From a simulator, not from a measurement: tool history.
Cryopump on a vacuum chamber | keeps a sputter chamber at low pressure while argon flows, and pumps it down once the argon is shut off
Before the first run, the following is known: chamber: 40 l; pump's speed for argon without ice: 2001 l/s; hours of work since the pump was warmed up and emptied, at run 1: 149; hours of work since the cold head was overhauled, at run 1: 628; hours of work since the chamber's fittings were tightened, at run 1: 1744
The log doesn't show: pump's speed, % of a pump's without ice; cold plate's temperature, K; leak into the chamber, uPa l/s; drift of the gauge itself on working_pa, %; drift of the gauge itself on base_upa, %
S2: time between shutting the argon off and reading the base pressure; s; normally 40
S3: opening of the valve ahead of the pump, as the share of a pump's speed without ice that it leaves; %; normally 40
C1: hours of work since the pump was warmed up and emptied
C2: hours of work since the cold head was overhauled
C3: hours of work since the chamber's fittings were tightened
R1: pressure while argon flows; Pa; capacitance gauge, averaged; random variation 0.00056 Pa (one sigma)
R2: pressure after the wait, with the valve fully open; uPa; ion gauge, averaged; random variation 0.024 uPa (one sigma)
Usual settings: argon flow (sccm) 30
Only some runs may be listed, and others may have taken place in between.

run 1 day=0.000 | argon_flow_(sccm)=30 S2=40 S3=40 | C1=149 C2=628 C3=1744 | R1=0.0658 R2=1.51
run 2 day=1.075 | argon_flow_(sccm)=30 S2=40 S3=40 | C1=162 C2=640 C3=1756 | R1=0.0656 R2=1.52
run 3 day=1.988 | argon_flow_(sccm)=30 S2=40 S3=40 | C1=172 C2=651 C3=1767 | R1=0.0662 R2=1.47
run 4 day=2.875 | argon_flow_(sccm)=30 S2=40 S3=40 | C1=183 C2=661 C3=1777 | R1=0.0651 R2=1.55
run 5 day=3.662 | argon_flow_(sccm)=30 S2=40 S3=40 | C1=192 C2=670 C3=1786 | R1=0.0658 R2=1.54
run 6 day=4.475 | argon_flow_(sccm)=30 S2=40 S3=40 | C1=201 C2=679 C3=1796 | R1=0.0663 R2=1.54
run 7 day=5.338 | argon_flow_(sccm)=30 S2=40 S3=40 | C1=211 C2=689 C3=1805 | R1=0.0666 R2=1.54
run 8 day=5.983 | argon_flow_(sccm)=30 S2=40 S3=40 | C1=218 C2=697 C3=1813 | R1=0.0674 R2=1.55
run 9 day=6.850 | argon_flow_(sccm)=30 S2=40 S3=40 | C1=228 C2=707 C3=1823 | R1=0.0666 R2=1.58
run 10 day=8.138 | argon_flow_(sccm)=36 S2=40 S3=18 | C1=243 C2=722 C3=1838 | R1=0.1727 R2=1.55
run 11 day=8.904 | argon_flow_(sccm)=55 S2=44 S3=52 | C1=252 C2=730 C3=1847 | R1=0.0960 R2=1.49

Run 12 is up next; what results do you expect?
run 12 day=9.767 | argon_flow_(sccm)=14 S2=46 S3=26 | C1=262 C2=740 C3=1856 | R1=? R2=?

{"run 12": {"R1": 0.0467, "R2": 1.53}}
On a tool with no hidden condition, and with the same random variation, this run would have come out at R1 0.0449 Pa, R2 0.84 uPa.
